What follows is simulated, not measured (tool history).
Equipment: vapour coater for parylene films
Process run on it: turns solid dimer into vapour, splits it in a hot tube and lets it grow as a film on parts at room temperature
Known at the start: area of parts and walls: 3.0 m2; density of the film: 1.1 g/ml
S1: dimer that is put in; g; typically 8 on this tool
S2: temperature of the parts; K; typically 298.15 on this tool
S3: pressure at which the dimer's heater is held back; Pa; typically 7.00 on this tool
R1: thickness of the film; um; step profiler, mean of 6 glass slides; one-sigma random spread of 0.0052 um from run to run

Run 1, hour 0.0: usual settings. Result: R1 1.714 um.
Run 2, hour 72.0: usual settings. Result: R1 1.698 um.
Run 3, hour 146.9: usual settings. Result: R1 1.679 um.
Run 4, hour 219.9: usual settings. Result: R1 1.670 um.
At hour 232.1: trap's valve overhauled.
Run 5, hour 306.4: usual settings but S1 4 g. Result: R1 0.871 um.
Run 6, hour 363.2: usual settings but S2 300.15 K. Result: R1 1.607 um.
Run 7, hour 451.5: usual settings but S2 296.15 K. Result: R1 1.868 um.
Run 8, hour 522.9: usual settings but S2 296.15 K. Result: R1 1.851 um.
Run 9, hour 608.9: usual settings but S2 306.15 K. Result: R1 1.212 um.
Run 10, hour 678.8: usual settings but S1 4 g, S2 292.15 K, S3 6.29 Pa. Result: R1 1.069 um.
At hour 728.3: trap's valve overhauled.
Run 11, hour 729.1: usual settings but S1 10 g, S2 292.15 K, S3 4.01 Pa. Result: R1 2.911 um.
Run 12, hour 775.3: usual settings but S1 10 g, S2 292.15 K, S3 4.01 Pa. Result: R1 2.907 um.
Run 13, hour 811.8: usual settings but S1 10 g, S2 292.15 K, S3 4.01 Pa. Result: R1 2.880 um.
Run 14, hour 847.6: usual settings but S1 11 g, S3 3.37 Pa. Result: R1 2.503 um.

Expected results for the next run?
Run 15, hour 890.1: usual settings but S1 3 g, S2 305.15 K, S3 2.57 Pa. Result: R1 ?.

{"run 15": {"R1": 0.514}}
If the tool had no hidden condition, the same run with the same run-to-run variation would have returned R1 0.512 um.

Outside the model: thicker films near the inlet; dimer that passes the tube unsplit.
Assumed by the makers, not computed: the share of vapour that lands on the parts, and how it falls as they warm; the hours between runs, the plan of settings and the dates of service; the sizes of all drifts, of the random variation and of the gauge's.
